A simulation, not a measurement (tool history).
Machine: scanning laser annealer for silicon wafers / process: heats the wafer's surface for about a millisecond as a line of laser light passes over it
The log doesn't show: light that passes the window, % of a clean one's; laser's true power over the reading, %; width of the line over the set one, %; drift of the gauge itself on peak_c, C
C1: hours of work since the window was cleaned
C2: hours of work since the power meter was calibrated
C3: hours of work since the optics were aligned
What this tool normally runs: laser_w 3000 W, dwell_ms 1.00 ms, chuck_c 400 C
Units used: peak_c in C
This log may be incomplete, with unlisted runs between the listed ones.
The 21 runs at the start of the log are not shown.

Run 22, day 28.900: usual settings but laser_w 2871 W, dwell_ms 0.70 ms, chuck_c 374 C; C1 154; C2 478; C3 217. Result: peak_c 978 C.
Run 23, day 30.658: usual settings but dwell_ms 1.19 ms, chuck_c 401 C; C1 171; C2 496; C3 235. Result: peak_c 1197 C.
Run 24, day 31.858: usual settings but dwell_ms 1.19 ms, chuck_c 401 C; C1 183; C2 508; C3 247. Result: peak_c 1195 C.
Run 25, day 33.575: usual settings but laser_w 2934 W, chuck_c 402 C; C1 201; C2 525; C3 264. Result: peak_c 1119 C.
Run 26, day 35.088: usual settings but laser_w 2703 W, dwell_ms 1.24 ms, chuck_c 388 C; C1 216; C2 540; C3 279. Result: peak_c 1098 C.
Run 27, day 36.308: usual settings but dwell_ms 1.09 ms, chuck_c 416 C; C1 228; C2 552; C3 291. Result: peak_c 1180 C.
Run 28, day 37.496: usual settings but dwell_ms 1.09 ms, chuck_c 416 C; C1 240; C2 564; C3 303. Result: peak_c 1176 C.
Run 29, day 39.092: usual settings but laser_w 2884 W, chuck_c 408 C; C1 256; C2 580; C3 319. Result: peak_c 1107 C.
Run 30, day 39.967: usual settings but laser_w 2884 W, chuck_c 408 C; C1 264; C2 589; C3 328. Result: peak_c 1109 C.
Run 31, day 40.975: usual settings but laser_w 2573 W; C1 275; C2 599; C3 338. Result: peak_c 1011 C.
Run 32, day 41.942: usual settings but chuck_c 382 C; C1 284; C2 609; C3 347. Result: peak_c 1116 C.
Run 33, day 43.754: usual settings but chuck_c 382 C; C1 302; C2 627; C3 366. Result: peak_c 1112 C.
Run 34, day 44.788: usual settings but chuck_c 382 C; C1 313; C2 637; C3 376. Result: peak_c 1114 C.
Run 35, day 46.500: usual settings but laser_w 2566 W, dwell_ms 1.18 ms, chuck_c 382 C; C1 330; C2 654; C3 393. Result: peak_c 1031 C.
Run 36, day 47.396: usual settings but chuck_c 380 C; C1 339; C2 663; C3 402. Result: peak_c 1112 C.
Run 37, day 48.650: usual settings but chuck_c 380 C; C1 351; C2 676; C3 415. Result: peak_c 1111 C.
Run 38, day 50.433: usual settings but laser_w 2914 W, dwell_ms 1.03 ms, chuck_c 380 C; C1 369; C2 694; C3 432. Result: peak_c 1091 C.
Run 39, day 51.208: usual settings but dwell_ms 0.87 ms; C1 377; C2 702; C3 440. Result: peak_c 1089 C.
Run 40, day 53.088: usual settings but chuck_c 433 C; C1 396; C2 720; C3 459. Result: peak_c 1159 C.

Each row is a separate what-if for the run after 40, all from the same tool condition, not one after another. Results?
Run A, day 54.908: usual settings but laser_w 2786 W, dwell_ms 0.96 ms; C1 414; C2 739; C3 477. Result: peak_c ?.
Run B, day 54.908: usual settings but chuck_c 372 C; C1 414; C2 739; C3 477. Result: peak_c ?.
Run C, day 54.908: usual settings but laser_w 2869 W, chuck_c 432 C; C1 414; C2 739; C3 477. Result: peak_c ?.
Run D, day 54.908: usual settings but dwell_ms 1.08 ms; C1 414; C2 739; C3 477. Result: peak_c ?.
Run E, day 54.908: usual settings but dwell_ms 1.21 ms, chuck_c 433 C; C1 414; C2 739; C3 477. Result: peak_c ?.

run  peak_c
  A    1049
  B    1099
  C    1121
  D    1150
  E    1221
With the hidden condition removed and each run's random variation left untouched, the same runs would have given:
run  peak_c
  A    1069
  B    1121
  C    1142
  D    1173
  E    1245
